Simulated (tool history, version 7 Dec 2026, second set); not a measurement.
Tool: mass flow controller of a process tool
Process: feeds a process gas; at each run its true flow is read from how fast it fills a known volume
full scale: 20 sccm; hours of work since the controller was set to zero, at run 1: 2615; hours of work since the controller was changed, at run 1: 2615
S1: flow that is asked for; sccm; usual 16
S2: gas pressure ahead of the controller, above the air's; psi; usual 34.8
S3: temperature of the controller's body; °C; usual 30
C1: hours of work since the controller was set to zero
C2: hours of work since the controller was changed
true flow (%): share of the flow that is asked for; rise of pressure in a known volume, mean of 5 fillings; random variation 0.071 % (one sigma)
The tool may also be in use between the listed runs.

Run 1, day 0: usual settings; C1 2615; C2 2615. Result: true flow (%) 98.59.
Run 2, day 2.717: usual settings; C1 2656; C2 2656. Result: true flow (%) 98.54.
Run 3, day 7.592: usual settings; C1 2730; C2 2730. Result: true flow (%) 98.59.
Run 4, day 11.708: usual settings; C1 2793; C2 2793. Result: true flow (%) 98.51.
Run 5, day 15.762: usual settings but S1 7 sccm; C1 2855; C2 2855. Result: true flow (%) 97.55.
Run 6, day 18.712: usual settings but S1 7 sccm; C1 2900; C2 2900. Result: true flow (%) 97.43.
Run 7, day 23.488: usual settings but S1 13 sccm; C1 2972; C2 2972. Result: true flow (%) 98.25.
Run 8, day 26.542: usual settings but S1 19 sccm, S2 33.1 psi, S3 22 °C; C1 3019; C2 3019. Result: true flow (%) 99.05.
Run 9, day 29.633: usual settings but S1 19 sccm, S2 33.1 psi, S3 22 °C; C1 3066; C2 3066. Result: true flow (%) 98.9.
At day 29.875: controller's zero set anew.
Run 10, day 33.379: usual settings but S1 19 sccm, S2 33.1 psi, S3 22 °C; C1 53; C2 3122. Result: true flow (%) 98.98.
Run 11, day 38.204: usual settings but S1 19 sccm, S2 33.1 psi, S3 22 °C; C1 127; C2 3196. Result: true flow (%) 98.83.
At day 40.6: controller's zero set anew, once more.
Run 12, day 41.908: usual settings but S1 19 sccm, S2 33.1 psi, S3 22 °C; C1 20; C2 3252. Result: true flow (%) 99.6.
Run 13, day 45.142: usual settings but S3 38 °C; C1 69; C2 3301. Result: true flow (%) 98.81.

3 ways to go on from here, each from the tool as it stands after run 13. What would each give?
Run A, day 48.171: usual settings but S2 35.7 psi; C1 115; C2 3347. Result: true flow (%) ?.
Run B, day 48.171: usual settings but S1 8 sccm, S3 38 °C; C1 115; C2 3347. Result: true flow (%) ?.
Run C, day 48.171: usual settings but S1 6 sccm; C1 115; C2 3347. Result: true flow (%) ?.

run  true flow (%)
  A          98.97
  B          98.53
  C          98.92
Without the tool's hidden state the same runs would have given:
run  true flow (%)
  A          99.48
  B          99.07
  C          99.48

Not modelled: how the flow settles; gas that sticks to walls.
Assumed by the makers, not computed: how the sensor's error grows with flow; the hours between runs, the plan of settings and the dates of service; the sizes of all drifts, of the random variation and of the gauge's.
